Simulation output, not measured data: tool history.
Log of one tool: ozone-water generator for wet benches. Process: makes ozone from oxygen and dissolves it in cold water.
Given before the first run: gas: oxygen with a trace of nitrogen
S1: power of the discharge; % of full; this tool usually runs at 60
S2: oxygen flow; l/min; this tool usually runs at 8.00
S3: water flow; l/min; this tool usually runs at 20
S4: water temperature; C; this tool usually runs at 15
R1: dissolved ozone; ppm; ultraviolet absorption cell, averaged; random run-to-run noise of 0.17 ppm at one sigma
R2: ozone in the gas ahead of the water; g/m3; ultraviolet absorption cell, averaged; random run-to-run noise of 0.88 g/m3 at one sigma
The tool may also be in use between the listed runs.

run	hour	S1	S2	S3	S4	R1	R2
1	0.0	60	8.00	20	15	21.4	140.9
2	24.3	60	8.00	25	15	18.7	142.3
3	51.5	60	8.00	20	15	21.4	142.0
4	94.1	60	8.00	20	15	21.3	141.0
5	126.8	60	4.22	20	15	19.9	189.7
6	161.8	60	4.22	20	15	20.2	191.8
7	214.2	60	4.22	20	15	19.9	186.1
8	273.9	55	10.86	20	15	19.5	114.1
# hour 300.0: water thermometer calibrated
9	320.9	59	4.64	31	8	15.0	177.6
10	353.3	89	9.52	31	8	24.8	186.6
11	393.6	100	4.95	23	15	29.5	277.5
12	426.9	100	4.95	23	15	29.3	277.6
13	455.4	100	5.84	13	15	43.8	258.9
14	493.8	77	13.67	20	12	27.3	138.3

What if the next run were any one of these 3? Each begins from the tool's condition after run 14:
A	545.8	77	8.00	23	15	?	?
B	545.8	60	4.21	15	9	?	?
C	545.8	77	4.94	26	12	?	?

run	R1	R2
A	24.1	175.2
B	26.9	188.5
C	21.3	220.1
Without the tool's hidden state the same runs would have given:
run	R1	R2
A	26.1	180.8
B	28.7	193.3
C	23.1	227.2
